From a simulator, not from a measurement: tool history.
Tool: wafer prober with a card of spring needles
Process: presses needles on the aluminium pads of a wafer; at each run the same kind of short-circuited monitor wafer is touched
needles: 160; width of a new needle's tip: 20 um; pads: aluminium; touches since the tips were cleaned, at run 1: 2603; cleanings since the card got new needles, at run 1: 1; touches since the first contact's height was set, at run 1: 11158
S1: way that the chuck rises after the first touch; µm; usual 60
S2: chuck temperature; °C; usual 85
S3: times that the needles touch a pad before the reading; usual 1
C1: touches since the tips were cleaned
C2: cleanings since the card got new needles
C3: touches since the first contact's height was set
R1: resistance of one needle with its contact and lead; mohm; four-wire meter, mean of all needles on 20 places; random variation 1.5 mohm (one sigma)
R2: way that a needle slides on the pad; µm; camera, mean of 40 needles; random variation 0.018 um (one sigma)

run   hour  S1   S2  S3    C1  C2      C3    R1     R2
  1      0  60   85   1  2603   1   11158   614   8.79
  2   15.1  60   85   2  5968   1   14523   495   8.76
      23.1  -- tips cleaned on abrasive film
  3   28.3  62   85   1  1154   2   17455   393   9.09
  4   38.7  44   85   1  3477   2   19778  1031   6.42
  5   48.2  44   85   1  5599   2   21900  1204   6.41
      56.8  -- tips cleaned on abrasive film
  6     59  46   85   1   498   3   24295   458   6.72
  7   77.6  60   85   1  4667   3   28464   697   8.78
      90.1  -- tips cleaned on abrasive film
  8   96.1  60   85   1  1345   4   32567   437   8.73
  9  105.8  60   85   1  3510   4   34732   639   8.74
 10  116.2  60   85   2  5838   4   37060   502   8.74
     124.8  -- tips cleaned on abrasive film
 11  132.9  42   85   2  1814   5   40775   597   6.08
 12  144.5  42   85   2  4412   5   43373   818   6.09
     158.9  -- tips cleaned on abrasive film
 13  160.8  60   85   1   428   6   46990   270   8.68
 14  177.6  60   85   1  4184   6   50746   668    8.7
       194  -- tips cleaned on abrasive film
 15    194  60   85   1     8   7   54377   171   8.69
 16  204.6  68   28   3  2377   7   56746   260   9.87
 17  221.9  68   28   3  6251   7   60620   316   9.84
     227.7  -- tips cleaned on abrasive film
 18  243.6  52   28   2  3543   8   65431   607   7.52
     261.9  -- tips cleaned on abrasive film
 19  265.5  60   48   1   790   9   70304   364   8.66
 20  284.7  40   41   2  5090   9   74604  1017   5.72
     295.7  -- tips cleaned on abrasive film
 21  307.1  60   85   2  2545  10   79584   416   8.66
 22  326.7  63   40   1  6931  10   83970   756   9.12
     329.7  -- tips cleaned on abrasive film
 23    348  60   85   2  4087  11   88714   480   8.62
 24  361.1  78   34   2  6998  11   91625   382  11.28
     363.8  -- tips cleaned on abrasive film
 25  371.9  62   34   2  1803  12   94014   353    8.9
 26    390  62   34   2  5863  12   98074   516   8.91
     398.2  -- tips cleaned on abrasive film
 27  406.6  51   85   2  1877  13  101749   466   7.26
 28  417.3  60  120   1  4274  13  104146   701   8.62

5 ways to go on from here, each from the tool as it stands after run 28. What would each give?
  A  429.3  72   72   2  6968  13  106840   ?   ?
  B  429.3  73  120   1  6968  13  106840   ?   ?
  C  429.3  50  108   1  6968  13  106840   ?   ?
  D  429.3  60   30   1  6968  13  106840   ?   ?
  E  429.3  68  120   1  6968  13  106840   ?   ?

run    R1     R2
  A   420  10.36
  B   567  10.51
  C  1068   7.14
  D   854   8.64
  E   633   9.74
Without the tool's hidden state the same runs would have given:
run   R1     R2
  A  137  10.58
  B  145  10.72
  C  160   7.35
  D  136   8.86
  E  148   9.95
